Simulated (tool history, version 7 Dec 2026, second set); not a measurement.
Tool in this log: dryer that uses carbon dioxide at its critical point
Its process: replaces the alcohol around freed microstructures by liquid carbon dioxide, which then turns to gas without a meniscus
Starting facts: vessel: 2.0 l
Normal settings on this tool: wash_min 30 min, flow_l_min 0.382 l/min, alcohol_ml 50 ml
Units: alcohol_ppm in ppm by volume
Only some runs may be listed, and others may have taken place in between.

| run | hour | wash_min | flow_l_min | alcohol_ml | alcohol_ppm |
|---|---|---|---|---|---|
| 1 | 0 | 30 | 0.382 | 50 | 152 |
| 2 | 17.7 | 30 | 0.382 | 42 | 124 |
| 3 | 31 | 30 | 0.382 | 42 | 125 |
| 4 | 47.4 | 30 | 0.382 | 42 | 138 |
| 5 | 58.9 | 30 | 0.382 | 50 | 165 |
| 6 | 74.2 | 30 | 0.382 | 50 | 176 |
| 7 | 89.6 | 30 | 0.382 | 36 | 126 |
| 8 | 100.6 | 35 | 0.231 | 50 | 668 |
| 9 | 115.9 | 41 | 0.342 | 50 | 65 |
| 10 | 133.7 | 38 | 0.392 | 50 | 43 |
| 11 | 149.8 | 26 | 0.329 | 50 | 607 |
| 12 | 160.9 | 19 | 0.231 | 50 | 3641 |
| 13 | 178.9 | 42 | 0.304 | 35 | 83 |
| 14 | 190.6 | 30 | 0.38 | 50 | 196 |

4 ways to go on from here, each from the tool as it stands after run 14. What would each give?
| A | 209.5 | 30 | 0.593 | 56 | ? |
| B | 209.5 | 30 | 0.252 | 50 | ? |
| C | 209.5 | 30 | 0.398 | 50 | ? |
| D | 209.5 | 30 | 0.551 | 50 | ? |

| run | alcohol_ppm |
|---|---|
| A | 34 |
| B | 959 |
| C | 167 |
| D | 45 |
With no hidden state in the tool, these same runs would have given:
| run | alcohol_ppm |
|---|---|
| A | 14 |
| B | 634 |
| C | 86 |
| D | 21 |

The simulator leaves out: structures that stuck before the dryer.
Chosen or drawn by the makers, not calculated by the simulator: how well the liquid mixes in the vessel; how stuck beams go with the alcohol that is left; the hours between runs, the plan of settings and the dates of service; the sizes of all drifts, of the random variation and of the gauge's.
